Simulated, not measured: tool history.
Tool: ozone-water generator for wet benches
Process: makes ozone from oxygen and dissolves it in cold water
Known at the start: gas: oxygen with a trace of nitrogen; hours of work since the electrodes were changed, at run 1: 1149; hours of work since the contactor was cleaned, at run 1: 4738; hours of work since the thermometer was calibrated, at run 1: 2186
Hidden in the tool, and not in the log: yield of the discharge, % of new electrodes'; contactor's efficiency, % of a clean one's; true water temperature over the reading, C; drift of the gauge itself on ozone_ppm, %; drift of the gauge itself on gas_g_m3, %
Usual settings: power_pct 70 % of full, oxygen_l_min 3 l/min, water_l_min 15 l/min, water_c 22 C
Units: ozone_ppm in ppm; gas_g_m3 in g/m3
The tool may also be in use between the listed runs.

run   hour  power_pct  oxygen_l_min  water_l_min  water_c  hours of work since the electrodes were changed  hours of work since the contactor was cleaned  hours of work since the thermometer was calibrated  ozone_ppm  gas_g_m3
  1      0         70             3           15       22                                             1149                                           4738                                                2186       10.8     148.1
  2   15.5         70             3           15       18                                             1163                                           4752                                                2200       11.3     147.2
  3   48.8         70             3           15       18                                             1193                                           4782                                                2230       11.5     150.2
  4   78.3         70             3           15       18                                             1219                                           4808                                                2256       11.4     149.4
  5   93.4         70             3           15       18                                             1233                                           4822                                                2270       11.5     149.7
  6  124.6         70             3           15       18                                             1261                                           4850                                                2298       11.2     148.2
  7  147.2         70             3           15       22                                             1281                                           4870                                                2318       10.7     148.9
  8  170.3         70             3           15       22                                             1302                                           4891                                                2339       10.7     148.9
  9  200.8         70             3           15       22                                             1329                                           4918                                                2366         11     150.1
 10  228.3         52             3           15       22                                             1354                                           4943                                                2391        8.6     120.1
 11  258.4         52             3           15       22                                             1381                                           4970                                                2418        8.5     120.5
 12  277.6         52             3           15       22                                             1398                                           4987                                                2435        8.6     118.9
 13  304.2         52             3           15       22                                             1422                                           5011                                                2459        8.6     120.1
 14  322.9         52             3           15       22                                             1439                                           5028                                                2475        8.6     119.5
 15  341.2         52             3           15       22                                             1455                                           5044                                                2492        8.4     118.5
 16  354.9         52             3           15       22                                             1467                                           5056                                                2504        8.5     118.8
 17  380.9         70             3           15       22                                             1491                                           5080                                                2527       10.8     149.4
 18  394.3         70          1.88           23       23                                             1503                                           5092                                                2539        6.1     189.2
 19  415.3         98          1.51           11       17                                             1521                                           5111                                                2558       17.9     270.9
 20  429.1         62             3           15       22                                             1534                                           5123                                                2571        9.8       136
 21    451         70             3           13       22                                             1553                                           5143                                                2590       12.1     149.3
 22  480.1         70           2.5           13       21                                             1580                                           5169                                                2616       12.1     162.3
 23  512.4         70           2.5           18       21                                             1608                                           5198                                                2645        8.9     162.9
 24  539.2         49          2.49           19       20                                             1633                                           5222                                                2669        6.3       125
 25  553.7         71             3           17       22                                             1646                                           5235                                                2682        9.7     150.6
 26  575.5         71          5.19           11       22                                             1665                                           5254                                                2702       13.6     115.2
 27  598.5         71          5.19           11       19                                             1686                                           5275                                                2723       14.4     113.8
 28  623.4         71          5.19           11       19                                             1708                                           5297                                                2745       14.3     113.4
 29  637.6         71          5.19           11       19                                             1721                                           5310                                                2758       14.3     114.3
 30  657.9         71          5.19           11       19                                             1739                                           5328                                                2776       14.2     115.7
 31  671.2         56          2.09           15       21                                             1751                                           5340                                                2788        8.9     151.7
 32  686.1         56          2.09           15       21                                             1764                                           5353                                                2801        8.7     150.5
 33  700.1         62           1.8           10       16                                             1777                                           5366                                                2814         14     173.4

Some steps in ozone_ppm between neighbouring runs. How much of each would the tool show without its hidden state too (settings, what came in, random variation), and how much is left for the hidden state, with any gauge scatter that isn't in both results?
Run 18 -> 19: power_pct 70 -> 98, oxygen_l_min 1.88 -> 1.51, water_l_min 23 -> 11, water_c 23 -> 17. ozone_ppm +11.8 ppm: hidden state -0.6, all else +12.4.
Run 19 -> 20: power_pct 98 -> 62, oxygen_l_min 1.51 -> 3, water_l_min 11 -> 15, water_c 17 -> 22. ozone_ppm -8.1 ppm: hidden state +0.5, all else -8.6.
Run 30 -> 31: power_pct 71 -> 56, oxygen_l_min 5.19 -> 2.09, water_l_min 11 -> 15, water_c 19 -> 21. ozone_ppm -5.3 ppm: hidden state +0.3, all else -5.6.
Run 32 -> 33: power_pct 56 -> 62, oxygen_l_min 2.09 -> 1.8, water_l_min 15 -> 10, water_c 21 -> 16. ozone_ppm +5.3 ppm: hidden state -0.3, all else +5.6.
